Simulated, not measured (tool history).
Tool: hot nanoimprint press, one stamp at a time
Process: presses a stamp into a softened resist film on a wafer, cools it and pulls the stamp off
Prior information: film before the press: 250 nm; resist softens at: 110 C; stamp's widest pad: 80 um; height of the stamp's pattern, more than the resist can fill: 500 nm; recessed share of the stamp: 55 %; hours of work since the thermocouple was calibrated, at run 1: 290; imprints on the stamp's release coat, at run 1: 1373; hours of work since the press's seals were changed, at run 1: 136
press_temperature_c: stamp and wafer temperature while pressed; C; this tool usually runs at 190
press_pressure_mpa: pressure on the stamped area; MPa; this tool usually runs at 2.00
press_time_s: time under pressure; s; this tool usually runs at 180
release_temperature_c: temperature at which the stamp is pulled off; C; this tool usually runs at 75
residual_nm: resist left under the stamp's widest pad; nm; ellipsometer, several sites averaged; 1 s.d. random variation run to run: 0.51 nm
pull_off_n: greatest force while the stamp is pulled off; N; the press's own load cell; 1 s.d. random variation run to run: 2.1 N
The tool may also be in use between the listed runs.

run,hour,press_temperature_c,press_pressure_mpa,press_time_s,release_temperature_c,hours of work since the thermocouple was calibrated,imprints on the stamp's release coat,hours of work since the press's seals were changed,residual_nm,pull_off_n
1,0.0,190,2.00,180,75,290,1373,136,91.2,131
2,10.2,190,2.00,180,75,296,1419,142,92.0,143
# hour 18.2: stamp cleaned and given a new release coat
3,22.2,190,2.00,180,75,300,17,146,91.9,97
4,33.4,190,2.00,180,75,306,69,153,92.0,96
5,40.3,190,2.00,180,75,311,100,157,92.4,101
6,50.8,190,2.00,180,75,317,148,164,91.9,98
7,56.4,190,2.00,180,75,321,173,167,91.6,98
8,62.7,190,2.00,180,66,325,202,171,91.9,121
9,67.6,189,2.00,98,75,328,224,174,117.4,101
10,75.9,178,1.82,212,63,333,262,179,150.7,128
11,85.7,192,2.00,286,81,339,307,185,71.7,86
12,95.0,192,2.00,286,81,345,349,191,71.5,90

Estimate the outcome of run 13 from the log above:
# hour 99.9: plate thermocouple calibrated
13,103.0,192,2.00,286,81,2,371,194,?,?

Run 13 produced residual_nm 72.4 nm, pull_off_n 93 N.
If the tool had no hidden condition, the same run with the same run-to-run variation would have returned residual_nm 71.5 nm, pull_off_n 84 N.
